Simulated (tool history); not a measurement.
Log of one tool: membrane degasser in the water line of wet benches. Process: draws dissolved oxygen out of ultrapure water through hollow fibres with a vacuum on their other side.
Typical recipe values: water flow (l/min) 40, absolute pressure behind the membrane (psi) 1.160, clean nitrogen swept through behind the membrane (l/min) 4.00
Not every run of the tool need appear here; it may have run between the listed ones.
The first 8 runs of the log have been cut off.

run,hour,water flow (l/min),absolute pressure behind the membrane (psi),clean nitrogen swept through behind the membrane (l/min),hours since the membrane was changed,hours since the vacuum gauge was calibrated,hours since the vacuum lines were made tight,dissolved oxygen in the water behind the degasser (ppb),pressure that the water loses in the fibres (psi)
9,2210.0,40,1.160,6.49,16005,4537,5964,174.3,4.321
10,2525.4,40,1.427,6.49,16320,4853,6279,205.9,4.273
11,2788.1,40,1.427,6.49,16583,5115,6542,204.6,4.350
12,3106.2,40,1.427,6.49,16901,5433,6860,204.5,4.299
13,3312.6,40,1.427,5.77,17107,5640,7066,215.2,4.289
14,3471.5,40,1.427,5.77,17266,5799,7225,213.7,4.280
# hour 3605.4: vacuum gauge calibrated
15,3656.1,40,1.427,5.77,17451,51,7409,213.8,4.248
16,3932.9,40,1.427,5.77,17727,327,7686,214.5,4.229
17,4108.5,40,1.427,2.72,17903,503,7862,320.7,4.261
18,4320.4,56,1.160,1.85,18115,715,8074,574.6,5.990
19,4645.9,42,1.160,4.00,18440,1040,8399,242.5,4.514
20,4901.2,42,1.160,4.00,18696,1296,8655,242.7,4.512
21,5190.5,42,1.160,4.00,18985,1585,8944,243.8,4.498
22,5422.6,42,1.160,4.00,19217,1817,9176,241.6,4.496
# hour 5547.4: membrane cartridge changed
23,5746.0,37,1.160,3.43,199,2137,9495,199.3,3.994
# hour 5846.3: seals of the vacuum lines changed
24,6013.6,37,1.751,2.77,464,2402,167,345.1,3.935
25,6188.5,63,2.017,3.96,639,2577,342,744.6,6.733
26,6476.7,63,2.017,3.96,927,2865,630,754.7,6.765
27,6643.8,63,2.017,3.44,1094,3032,797,790.4,6.782

Run 28, settings as shown, results not yet in. Your forecast:
28,6808.0,57,2.017,3.44,1259,3197,962,?,?

Run 28 gave dissolved oxygen in the water behind the degasser (ppb) 673.1, pressure that the water loses in the fibres (psi) 6.109.
Take away the tool's hidden state, keep the run-to-run variation as it was, and the same run would have given dissolved oxygen in the water behind the degasser (ppb) 672.9, pressure that the water loses in the fibres (psi) 6.108.

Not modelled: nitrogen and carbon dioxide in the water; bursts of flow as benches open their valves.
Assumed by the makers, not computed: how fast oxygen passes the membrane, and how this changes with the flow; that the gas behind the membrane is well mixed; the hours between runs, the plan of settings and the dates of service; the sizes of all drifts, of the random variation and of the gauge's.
